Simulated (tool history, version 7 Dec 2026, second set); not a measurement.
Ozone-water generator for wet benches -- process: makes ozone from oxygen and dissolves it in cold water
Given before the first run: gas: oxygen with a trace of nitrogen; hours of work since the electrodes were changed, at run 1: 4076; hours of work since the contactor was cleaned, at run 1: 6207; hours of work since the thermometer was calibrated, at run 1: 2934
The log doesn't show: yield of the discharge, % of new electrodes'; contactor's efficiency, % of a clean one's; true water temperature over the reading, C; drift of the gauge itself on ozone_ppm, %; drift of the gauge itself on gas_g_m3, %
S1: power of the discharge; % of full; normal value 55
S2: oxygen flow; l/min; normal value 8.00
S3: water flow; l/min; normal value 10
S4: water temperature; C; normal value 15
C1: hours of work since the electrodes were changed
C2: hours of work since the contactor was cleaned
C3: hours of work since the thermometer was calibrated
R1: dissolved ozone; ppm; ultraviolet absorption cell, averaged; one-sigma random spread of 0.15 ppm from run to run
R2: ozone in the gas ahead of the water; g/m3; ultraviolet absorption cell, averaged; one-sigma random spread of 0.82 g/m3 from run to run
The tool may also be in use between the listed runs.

run 1 hour=0.0 | S1=55 S2=8.00 S3=10 S4=15 | C1=4076 C2=6207 C3=2934 | R1=14.7 R2=123.0
run 2 hour=103.5 | S1=55 S2=8.00 S3=10 S4=15 | C1=4158 C2=6289 C3=3016 | R1=14.8 R2=122.6
run 3 hour=245.7 | S1=55 S2=8.00 S3=10 S4=11 | C1=4271 C2=6402 C3=3128 | R1=16.0 R2=122.9
run 4 hour=339.7 | S1=55 S2=8.00 S3=10 S4=11 | C1=4345 C2=6476 C3=3203 | R1=15.9 R2=123.0
run 5 hour=472.4 | S1=55 S2=8.00 S3=10 S4=11 | C1=4450 C2=6581 C3=3308 | R1=16.0 R2=122.0
run 6 hour=574.3 | S1=55 S2=8.00 S3=10 S4=11 | C1=4531 C2=6662 C3=3388 | R1=15.8 R2=122.1
-- hour=601.7 water thermometer calibrated
run 7 hour=646.1 | S1=55 S2=10.54 S3=10 S4=15 | C1=4587 C2=6718 C3=35 | R1=13.7 R2=104.9
run 8 hour=744.6 | S1=71 S2=10.54 S3=10 S4=15 | C1=4665 C2=6796 C3=113 | R1=16.0 R2=122.6
run 9 hour=878.2 | S1=60 S2=10.54 S3=10 S4=15 | C1=4770 C2=6902 C3=219 | R1=14.1 R2=110.1
run 10 hour=944.9 | S1=60 S2=10.54 S3=10 S4=15 | C1=4823 C2=6954 C3=271 | R1=14.3 R2=110.9
run 11 hour=1035.9 | S1=60 S2=10.54 S3=10 S4=15 | C1=4895 C2=7026 C3=343 | R1=14.3 R2=111.9
run 12 hour=1139.1 | S1=55 S2=10.06 S3=6 S4=19 | C1=4977 C2=7108 C3=425 | R1=15.8 R2=106.8
-- hour=1155.3 contactor cleaned
run 13 hour=1222.8 | S1=47 S2=5.63 S3=7 S4=15 | C1=5040 C2=53 C3=488 | R1=19.6 R2=129.5
run 14 hour=1306.5 | S1=75 S2=8.00 S3=10 S4=13 | C1=5106 C2=120 C3=554 | R1=20.8 R2=144.9
run 15 hour=1368.3 | S1=96 S2=6.83 S3=8 S4=12 | C1=5155 C2=169 C3=603 | R1=28.8 R2=181.9
run 16 hour=1473.7 | S1=55 S2=8.00 S3=10 S4=9 | C1=5238 C2=252 C3=686 | R1=18.6 R2=119.8
run 17 hour=1580.3 | S1=55 S2=8.00 S3=10 S4=9 | C1=5323 C2=336 C3=771 | R1=18.6 R2=121.7

3 ways to go on from here, each from the tool as it stands after run 17. What would each give?
run A hour=1695.9 | S1=60 S2=8.00 S3=6 S4=8 | C1=5414 C2=428 C3=862 | R1=? R2=?
run B hour=1695.9 | S1=55 S2=6.53 S3=10 S4=9 | C1=5414 C2=428 C3=862 | R1=? R2=?
run C hour=1695.9 | S1=55 S2=11.19 S3=7 S4=9 | C1=5414 C2=428 C3=862 | R1=? R2=?

run=A R1=26.6 R2=126.9
run=B R1=19.0 R2=132.5
run=C R1=20.8 R2=101.1
Take away the tool's hidden state, keep each run's random variation, and the runs would have read:
run=A R1=29.9 R2=140.0
run=B R1=21.2 R2=145.4
run=C R1=23.3 R2=111.0

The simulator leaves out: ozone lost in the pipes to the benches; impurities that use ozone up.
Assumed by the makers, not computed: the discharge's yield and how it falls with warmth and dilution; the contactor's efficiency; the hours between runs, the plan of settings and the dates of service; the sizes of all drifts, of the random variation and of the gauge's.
